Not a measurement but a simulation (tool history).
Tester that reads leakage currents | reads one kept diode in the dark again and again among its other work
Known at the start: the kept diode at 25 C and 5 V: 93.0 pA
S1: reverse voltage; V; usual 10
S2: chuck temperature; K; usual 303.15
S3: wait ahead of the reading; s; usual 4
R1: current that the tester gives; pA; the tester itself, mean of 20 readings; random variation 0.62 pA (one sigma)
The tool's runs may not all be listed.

run	day	S1	S2	S3	R1
1	0	10	303.15	4	251
# day 1.812: probe card cleaned and baked
2	8.938	10	303.15	4	229.36
3	14.462	10	303.15	2.73	232.03
4	23.804	10	303.15	2.73	236
5	29.754	10	303.15	4	236.69
6	33.938	10	303.15	4	237.28
# day 40.296: chuck's temperature calibrated
7	40.921	10	303.15	4	210.1
8	48.479	10	303.15	4	213.02
9	54.175	10	303.15	4	214.8
10	58.975	10	303.15	4	215.59
11	65.575	10	303.15	4	217.26
12	74.846	7.6	303.15	4	189.12
13	80.912	10	303.15	4	221.61
14	89.179	1	303.15	4	61.5
15	97.638	10	303.15	4	226.55
16	102.417	10	303.15	4	228.08
17	111.229	10	303.15	4	230.4
18	116.421	3	304.15	2.8	126.34
19	126.046	9.6	321.15	0.64	848.63

Forecast run 20:
20	135.579	9.6	321.15	0.64	?

R1: 856.96 pA
Without the tool's hidden state the same run would have given R1 784.12 pA.
